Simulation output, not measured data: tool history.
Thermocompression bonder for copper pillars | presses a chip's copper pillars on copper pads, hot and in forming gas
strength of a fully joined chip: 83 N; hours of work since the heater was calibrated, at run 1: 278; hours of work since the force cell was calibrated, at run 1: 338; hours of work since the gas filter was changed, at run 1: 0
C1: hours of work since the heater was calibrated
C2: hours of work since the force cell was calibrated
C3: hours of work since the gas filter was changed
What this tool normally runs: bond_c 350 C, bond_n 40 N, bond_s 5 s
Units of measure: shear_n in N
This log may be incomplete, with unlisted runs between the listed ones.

run 1 hour=0 | bond_c=350 bond_n=40 bond_s=5 | C1=278 C2=338 C3=0 | shear_n=59.4
run 2 hour=32.6 | bond_c=350 bond_n=40 bond_s=5 | C1=300 C2=359 C3=21 | shear_n=59
run 3 hour=57.6 | bond_c=350 bond_n=40 bond_s=5 | C1=316 C2=376 C3=38 | shear_n=58.6
run 4 hour=78.1 | bond_c=350 bond_n=40 bond_s=3 | C1=329 C2=389 C3=51 | shear_n=51.3
run 5 hour=109.6 | bond_c=350 bond_n=40 bond_s=3 | C1=350 C2=410 C3=72 | shear_n=51
run 6 hour=124.8 | bond_c=350 bond_n=40 bond_s=3 | C1=360 C2=420 C3=82 | shear_n=51.5
run 7 hour=146.9 | bond_c=350 bond_n=40 bond_s=3 | C1=375 C2=434 C3=96 | shear_n=51.1
run 8 hour=169.7 | bond_c=350 bond_n=40 bond_s=3 | C1=390 C2=449 C3=111 | shear_n=50.3
run 9 hour=207.3 | bond_c=350 bond_n=40 bond_s=5 | C1=414 C2=474 C3=136 | shear_n=57.6
run 10 hour=223.5 | bond_c=350 bond_n=40 bond_s=5 | C1=425 C2=484 C3=147 | shear_n=58.6
run 11 hour=238.6 | bond_c=350 bond_n=40 bond_s=5 | C1=435 C2=494 C3=157 | shear_n=58.5
run 12 hour=273 | bond_c=350 bond_n=40 bond_s=5 | C1=457 C2=517 C3=179 | shear_n=56.9
run 13 hour=303.9 | bond_c=350 bond_n=40 bond_s=5 | C1=478 C2=537 C3=199 | shear_n=57.7
run 14 hour=334 | bond_c=350 bond_n=40 bond_s=13 | C1=497 C2=557 C3=219 | shear_n=68.9
run 15 hour=356.4 | bond_c=350 bond_n=40 bond_s=5 | C1=512 C2=572 C3=234 | shear_n=57.4
-- hour=362.9 forming gas filter changed
run 16 hour=373.1 | bond_c=350 bond_n=29 bond_s=5 | C1=523 C2=582 C3=7 | shear_n=49.4
run 17 hour=403.4 | bond_c=350 bond_n=29 bond_s=5 | C1=543 C2=602 C3=27 | shear_n=48.7
run 18 hour=424.2 | bond_c=350 bond_n=29 bond_s=5 | C1=556 C2=616 C3=40 | shear_n=48.2
run 19 hour=459.4 | bond_c=350 bond_n=29 bond_s=5 | C1=579 C2=639 C3=63 | shear_n=49.1
run 20 hour=480.9 | bond_c=350 bond_n=29 bond_s=8 | C1=593 C2=653 C3=77 | shear_n=55.6
run 21 hour=501.9 | bond_c=350 bond_n=54 bond_s=8 | C1=607 C2=667 C3=91 | shear_n=72.7
-- hour=517.6 heater calibrated with a thermocouple chip
run 22 hour=541.5 | bond_c=350 bond_n=54 bond_s=8 | C1=16 C2=692 C3=116 | shear_n=70.9
run 23 hour=561.3 | bond_c=350 bond_n=44 bond_s=9 | C1=29 C2=705 C3=129 | shear_n=66.9
run 24 hour=587.8 | bond_c=368 bond_n=25 bond_s=5 | C1=46 C2=722 C3=146 | shear_n=46
run 25 hour=610.1 | bond_c=368 bond_n=25 bond_s=5 | C1=61 C2=737 C3=161 | shear_n=46
run 26 hour=646.8 | bond_c=368 bond_n=31 bond_s=8 | C1=85 C2=761 C3=185 | shear_n=59.8
run 27 hour=670.9 | bond_c=368 bond_n=31 bond_s=8 | C1=101 C2=777 C3=201 | shear_n=60.5
run 28 hour=688.5 | bond_c=354 bond_n=31 bond_s=9 | C1=112 C2=788 C3=212 | shear_n=57
run 29 hour=706.8 | bond_c=350 bond_n=40 bond_s=12 | C1=124 C2=800 C3=224 | shear_n=65.9
-- hour=728 forming gas filter changed
run 30 hour=738.8 | bond_c=375 bond_n=26 bond_s=6 | C1=145 C2=821 C3=7 | shear_n=54.2
run 31 hour=771.2 | bond_c=350 bond_n=31 bond_s=4 | C1=166 C2=842 C3=28 | shear_n=45
run 32 hour=798.1 | bond_c=350 bond_n=32 bond_s=5 | C1=184 C2=860 C3=46 | shear_n=50.2
run 33 hour=824.6 | bond_c=360 bond_n=32 bond_s=5 | C1=201 C2=877 C3=63 | shear_n=52.9
run 34 hour=856.6 | bond_c=330 bond_n=40 bond_s=5 | C1=222 C2=898 C3=84 | shear_n=50.6
run 35 hour=893.2 | bond_c=368 bond_n=40 bond_s=5 | C1=246 C2=922 C3=108 | shear_n=62.6
run 36 hour=921.7 | bond_c=331 bond_n=40 bond_s=4 | C1=265 C2=941 C3=127 | shear_n=47.3
run 37 hour=958 | bond_c=373 bond_n=40 bond_s=3 | C1=289 C2=965 C3=151 | shear_n=56.8
run 38 hour=979.8 | bond_c=336 bond_n=26 bond_s=9 | C1=303 C2=979 C3=165 | shear_n=46.1
run 39 hour=1003.7 | bond_c=336 bond_n=26 bond_s=9 | C1=319 C2=995 C3=181 | shear_n=46.1

Consider 3 possible next runs. They are alternatives, not a sequence: every one starts from the tool as it was left by run 39. What does each give?
run A hour=1038.9 | bond_c=352 bond_n=43 bond_s=9 | C1=342 C2=1018 C3=204 | shear_n=?
run B hour=1038.9 | bond_c=330 bond_n=26 bond_s=9 | C1=342 C2=1018 C3=204 | shear_n=?
run C hour=1038.9 | bond_c=336 bond_n=29 bond_s=4 | C1=342 C2=1018 C3=204 | shear_n=?

run=A shear_n=67.2
run=B shear_n=44.1
run=C shear_n=37.4
Had the tool no hidden state, the same runs would have come out as:
run=A shear_n=70
run=B shear_n=45.9
run=C shear_n=38.9

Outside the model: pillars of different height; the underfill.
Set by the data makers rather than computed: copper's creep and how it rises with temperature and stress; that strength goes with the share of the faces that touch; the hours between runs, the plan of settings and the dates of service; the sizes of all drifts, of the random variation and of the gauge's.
